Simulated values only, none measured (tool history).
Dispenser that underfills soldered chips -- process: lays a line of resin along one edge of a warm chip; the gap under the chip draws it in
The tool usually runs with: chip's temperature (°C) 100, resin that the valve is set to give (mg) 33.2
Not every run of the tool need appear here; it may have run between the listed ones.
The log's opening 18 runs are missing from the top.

run	hour	chip's temperature (°C)	resin that the valve is set to give (mg)	hours of work since the syringe was changed	hours of work since the valve was cleaned	hours of work since the stage was calibrated	time until the resin shows at the far edge (s)	resin that the valve gave (mg)
19	106.1	114	42.3	10	51	250	36.2	41.29
# hour 108.3: new syringe of resin
20	112	104	29.7	2	55	253	40.3	28.99
21	120	91	40.7	8	60	258	78.5	39.63
# hour 125.9: new syringe of resin
22	128.1	111	37.3	1	65	264	29.1	36.26
23	132.9	90	35.6	5	68	267	73.8	34.48
24	137	111	32	7	71	269	37.7	30.95
25	140.5	88	31.6	10	73	272	102	30.57
# hour 143.5: new syringe of resin
26	148.2	102	31.1	3	78	277	43.1	30.05
27	152.5	99	28.7	6	81	279	56	27.62
28	159.6	106	29.3	11	86	284	51.5	28.16
# hour 160.9: new syringe of resin
29	165.9	106	29.3	3	90	288	38.5	28.15
30	171.8	106	29.3	7	94	292	44.9	27.89
31	176.6	113	29.8	10	97	295	39.4	28.65
# hour 178.5: new syringe of resin
32	183	113	29.8	3	101	299	28.8	28.45
33	186.8	104	31.8	5	103	301	43.3	30.28
34	194.9	104	31.8	11	108	307	53.3	30.03
# hour 195.6: new syringe of resin
35	202.4	104	31.8	4	113	312	42	30.07

Predict each of these 4 candidate next runs independently; none follows another, all start after run 35:
A	209.5	106	36.2	9	118	316	?	?
B	209.5	104	31	9	118	316	?	?
C	209.5	100	29.7	9	118	316	?	?
D	209.5	89	29.1	9	118	316	?	?

run	time until the resin shows at the far edge (s)	resin that the valve gave (mg)
A	45.6	34.13
B	51.3	29.17
C	60.2	28.2
D	94.9	27.52
With the hidden condition removed and each run's random variation left untouched, the same runs would have given:
run	time until the resin shows at the far edge (s)	resin that the valve gave (mg)
A	33.6	36.13
B	37.5	30.88
C	43.8	29.85
D	69.5	29.13

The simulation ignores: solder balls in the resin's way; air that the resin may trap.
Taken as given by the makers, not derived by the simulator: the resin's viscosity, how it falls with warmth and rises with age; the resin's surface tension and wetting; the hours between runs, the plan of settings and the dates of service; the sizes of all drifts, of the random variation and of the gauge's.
